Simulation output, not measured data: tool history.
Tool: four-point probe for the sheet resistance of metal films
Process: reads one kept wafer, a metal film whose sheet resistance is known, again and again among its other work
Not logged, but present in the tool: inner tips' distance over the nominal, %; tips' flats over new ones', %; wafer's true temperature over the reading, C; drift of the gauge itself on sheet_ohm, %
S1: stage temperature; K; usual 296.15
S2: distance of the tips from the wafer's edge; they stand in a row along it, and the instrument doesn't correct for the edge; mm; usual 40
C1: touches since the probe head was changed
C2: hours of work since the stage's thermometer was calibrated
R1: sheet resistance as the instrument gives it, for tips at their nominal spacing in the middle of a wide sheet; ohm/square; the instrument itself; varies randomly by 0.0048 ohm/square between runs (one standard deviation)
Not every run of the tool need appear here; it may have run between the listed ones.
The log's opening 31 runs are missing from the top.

{"day": 111.0, "done": "stage's thermometer calibrated"}
{"run": 32, "day": 113.746, "S1": 295.15, "S2": 59, "C1": 38231, "C2": 48, "R1": 23.711479}
{"run": 33, "day": 116.962, "S1": 295.15, "S2": 19, "C1": 43214, "C2": 105, "R1": 23.745178}
{"run": 34, "day": 119.279, "S1": 295.15, "S2": 19, "C1": 46806, "C2": 146, "R1": 23.754494}
{"run": 35, "day": 123.8, "S1": 292.15, "S2": 40, "C1": 53811, "C2": 226, "R1": 23.722821}
{"run": 36, "day": 127.942, "S1": 295.15, "S2": 19, "C1": 60228, "C2": 299, "R1": 23.737318}
{"day": 129.829, "done": "stage's thermometer calibrated, once more"}
{"run": 37, "day": 132.042, "S1": 292.15, "S2": 39, "C1": 66548, "C2": 39, "R1": 23.664033}
{"run": 38, "day": 135.054, "S1": 294.15, "S2": 8, "C1": 71210, "C2": 92, "R1": 23.939552}
{"run": 39, "day": 139.067, "S1": 300.15, "S2": 42, "C1": 77432, "C2": 163, "R1": 23.587356}
{"run": 40, "day": 141.942, "S1": 300.15, "S2": 42, "C1": 81881, "C2": 214, "R1": 23.574193}
{"run": 41, "day": 144.083, "S1": 306.15, "S2": 46, "C1": 85201, "C2": 251, "R1": 23.519778}
{"run": 42, "day": 147.258, "S1": 306.15, "S2": 46, "C1": 90120, "C2": 307, "R1": 23.524367}
{"run": 43, "day": 151.883, "S1": 292.15, "S2": 64, "C1": 97285, "C2": 389, "R1": 23.618833}
{"run": 44, "day": 156.233, "S1": 292.15, "S2": 47, "C1": 104024, "C2": 466, "R1": 23.608072}
{"run": 45, "day": 161.133, "S1": 293.15, "S2": 47, "C1": 111620, "C2": 552, "R1": 23.594033}

3 options for the next run, each taken on its own from the tool as it stands now. Forecast them:
{"run": "A", "day": 164.408, "S1": 303.15, "S2": 13, "C1": 116693, "C2": 610, "R1": "?"}
{"run": "B", "day": 164.408, "S1": 298.15, "S2": 64, "C1": 116693, "C2": 610, "R1": "?"}
{"run": "C", "day": 164.408, "S1": 292.15, "S2": 7, "C1": 116693, "C2": 610, "R1": "?"}

run=A R1=23.610333
run=B R1=23.542776
run=C R1=23.9947
Stripped of hidden state, with their random variation kept, the same runs would have yielded:
run=A R1=23.813375
run=B R1=23.74522
run=C R1=24.200624
